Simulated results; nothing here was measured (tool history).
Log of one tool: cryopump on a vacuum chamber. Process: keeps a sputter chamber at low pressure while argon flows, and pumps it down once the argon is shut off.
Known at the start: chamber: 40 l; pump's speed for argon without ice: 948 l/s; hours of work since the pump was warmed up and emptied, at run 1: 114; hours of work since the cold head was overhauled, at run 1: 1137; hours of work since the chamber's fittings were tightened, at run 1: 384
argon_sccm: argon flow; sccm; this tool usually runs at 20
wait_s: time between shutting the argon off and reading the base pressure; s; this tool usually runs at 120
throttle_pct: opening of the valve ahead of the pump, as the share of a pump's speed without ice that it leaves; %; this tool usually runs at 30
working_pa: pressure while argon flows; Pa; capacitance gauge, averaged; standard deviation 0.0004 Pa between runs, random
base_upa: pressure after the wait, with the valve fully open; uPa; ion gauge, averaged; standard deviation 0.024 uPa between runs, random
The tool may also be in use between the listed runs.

| run | hour | argon_sccm | wait_s | throttle_pct | hours of work since the pump was warmed up and emptied | hours of work since the cold head was overhauled | hours of work since the chamber's fittings were tightened | working_pa | base_upa |
|---|---|---|---|---|---|---|---|---|---|
| 1 | 0 | 20 | 120 | 30 | 114 | 1137 | 384 | 0.1195 | 2.23 |
| 2 | 22.6 | 20 | 120 | 30 | 132 | 1155 | 402 | 0.1199 | 2.27 |
| 3 | 50.8 | 20 | 120 | 30 | 154 | 1177 | 424 | 0.1195 | 2.34 |
| 4 | 68.4 | 20 | 120 | 30 | 168 | 1191 | 438 | 0.1197 | 2.48 |
| 5 | 88.3 | 20 | 120 | 30 | 184 | 1207 | 454 | 0.1204 | 2.46 |
| 6 | 118.1 | 20 | 120 | 30 | 207 | 1230 | 477 | 0.1208 | 2.54 |
| 7 | 154.5 | 20 | 120 | 21 | 236 | 1259 | 506 | 0.1714 | 2.76 |
| 8 | 186.8 | 20 | 120 | 21 | 262 | 1285 | 532 | 0.1718 | 2.77 |
| 9 | 220.5 | 20 | 120 | 21 | 288 | 1311 | 558 | 0.1727 | 3.09 |
| 10 | 241.2 | 20 | 120 | 21 | 305 | 1328 | 575 | 0.1721 | 2.99 |
| 11 | 271.1 | 20 | 120 | 21 | 329 | 1351 | 599 | 0.1718 | 3.09 |
| 12 | 301 | 9 | 120 | 30 | 352 | 1375 | 622 | 0.0544 | 3.14 |
| 13 | 326.3 | 20 | 65 | 53 | 372 | 1395 | 642 | 0.0702 | 3.8 |
| 14 | 353.1 | 20 | 65 | 53 | 394 | 1416 | 664 | 0.0698 | 3.73 |
| 15 | 383.9 | 19 | 157 | 30 | 418 | 1441 | 688 | 0.1153 | 3.29 |
| 16 | 402 | 21 | 72 | 16 | 432 | 1455 | 702 | 0.2372 | 4 |
| 17 | 431.4 | 20 | 120 | 38 | 456 | 1478 | 726 | 0.0966 | 3.6 |
| 18 | 451.4 | 34 | 96 | 22 | 471 | 1494 | 741 | 0.2809 | 3.86 |
| 19 | 476.9 | 9 | 241 | 28 | 492 | 1514 | 762 | 0.0587 | 3.6 |
| 20 | 492.3 | 12 | 56 | 30 | 504 | 1527 | 774 | 0.073 | 4.4 |
| 21 | 525.2 | 12 | 56 | 30 | 530 | 1553 | 800 | 0.0736 | 4.51 |
| 22 | 561.3 | 20 | 21 | 44 | 558 | 1581 | 828 | 0.0846 | 6.61 |
| 23 | 593.5 | 20 | 61 | 34 | 584 | 1607 | 854 | 0.11 | 4.77 |
| 24 | 628.9 | 20 | 61 | 34 | 612 | 1635 | 882 | 0.1094 | 4.86 |

For each run, the measured value with the value that run would have given without the tool's hidden condition subtracted. The run-to-run variation is shared by both, the gauge scatter possibly not:
The tool's hidden condition here consists of: pump's speed, % of a pump's without ice; cold plate's temperature, K; leak into the chamber, uPa l/s; drift of the gauge itself on working_pa, %; drift of the gauge itself on base_upa, %.
| run | working_pa | base_upa |
|---|---|---|
| 1 | +0.001 | +1.38 |
| 2 | +0.0011 | +1.45 |
| 3 | +0.0012 | +1.5 |
| 4 | +0.0013 | +1.64 |
| 5 | +0.0015 | +1.65 |
| 6 | +0.0015 | +1.71 |
| 7 | +0.0018 | +1.91 |
| 8 | +0.0019 | +1.94 |
| 9 | +0.0021 | +2.18 |
| 10 | +0.0021 | +2.15 |
| 11 | +0.0023 | +2.24 |
| 12 | +0.0011 | +2.34 |
| 13 | +0.0026 | +2.48 |
| 14 | +0.0027 | +2.48 |
| 15 | +0.0027 | +2.57 |
| 16 | +0.0031 | +2.76 |
| 17 | +0.0031 | +2.76 |
| 18 | +0.0055 | +2.84 |
| 19 | +0.0015 | +3.01 |
| 20 | +0.002 | +3.01 |
| 21 | +0.0022 | +3.06 |
| 22 | +0.0037 | +3.27 |
| 23 | +0.004 | +3.38 |
| 24 | +0.0042 | +3.51 |
